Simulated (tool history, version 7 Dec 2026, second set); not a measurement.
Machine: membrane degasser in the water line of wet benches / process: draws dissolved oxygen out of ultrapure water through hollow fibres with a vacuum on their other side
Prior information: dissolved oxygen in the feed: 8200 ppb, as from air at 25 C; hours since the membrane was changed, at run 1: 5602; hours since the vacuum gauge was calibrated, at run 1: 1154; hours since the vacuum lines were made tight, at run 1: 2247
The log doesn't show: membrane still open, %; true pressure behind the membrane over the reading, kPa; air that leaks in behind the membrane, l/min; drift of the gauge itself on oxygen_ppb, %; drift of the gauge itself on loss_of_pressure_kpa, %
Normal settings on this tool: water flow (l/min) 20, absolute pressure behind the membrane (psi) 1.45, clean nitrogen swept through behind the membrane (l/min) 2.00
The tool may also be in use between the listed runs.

run    hour  water flow (l/min)  absolute pressure behind the membrane (psi)  clean nitrogen swept through behind the membrane (l/min)  hours since the membrane was changed  hours since the vacuum gauge was calibrated  hours since the vacuum lines were made tight  dissolved oxygen in the water behind the degasser (ppb)  pressure that the water loses in the fibres (psi)
  1     0.0                  20                                         1.45                                                      2.00                                  5602                                         1154                                          2247                                                    484.5                                              8.301
  2   229.0                  20                                         1.45                                                      2.00                                  5831                                         1383                                          2476                                                    481.3                                              8.184
  3   428.6                  20                                         1.45                                                      2.00                                  6031                                         1583                                          2675                                                    478.9                                              8.321
  4   639.4                  20                                         1.45                                                      2.00                                  6242                                         1793                                          2886                                                    488.6                                              8.303
  5   983.2                  20                                         1.52                                                      2.00                                  6586                                         2137                                          3230                                                    505.1                                              8.403
  6  1240.7                  20                                         1.52                                                      2.00                                  6843                                         2395                                          3488                                                    511.2                                              8.361
  7  1474.2                  20                                         1.52                                                      2.00                                  7077                                         2628                                          3721                                                    514.3                                              8.383
  8  1641.5                  20                                         3.50                                                      2.00                                  7244                                         2795                                          3888                                                    771.8                                              8.417
  9  1820.7                  20                                         1.45                                                      2.00                                  7423                                         2975                                          4067                                                    517.4                                              8.402
 10  1969.9                  20                                         1.45                                                      2.00                                  7572                                         3124                                          4217                                                    513.8                                              8.389
     1988.2  -- vacuum gauge calibrated
 11  2267.2                  20                                         1.45                                                      2.00                                  7869                                          279                                          4513                                                    509.7                                              8.451
 12  2505.9                  20                                         1.45                                                      4.71                                  8108                                          518                                          4752                                                    434.1                                              8.466
 13  2858.4                  20                                         1.45                                                      4.71                                  8460                                          870                                          5105                                                    439.2                                              8.551
 14  3209.8                  20                                         1.45                                                      4.71                                  8812                                         1222                                          5456                                                    433.1                                              8.599
     3464.9  -- vacuum gauge calibrated, once more
 15  3503.4                  20                                         1.45                                                      3.03                                  9105                                           38                                          5749                                                    474.1                                              8.627

Forecast run 16:
 16  3672.0                  20                                         1.45                                                      3.03                                  9273                                          207                                          5918                                                        ?                                                  ?

{"run 16": {"dissolved oxygen in the water behind the degasser (ppb)": 466.5, "pressure that the water loses in the fibres (psi)": 8.586}}
Had the tool carried no hidden state, the very same run would have given dissolved oxygen in the water behind the degasser (ppb) 359.8, pressure that the water loses in the fibres (psi) 7.720.

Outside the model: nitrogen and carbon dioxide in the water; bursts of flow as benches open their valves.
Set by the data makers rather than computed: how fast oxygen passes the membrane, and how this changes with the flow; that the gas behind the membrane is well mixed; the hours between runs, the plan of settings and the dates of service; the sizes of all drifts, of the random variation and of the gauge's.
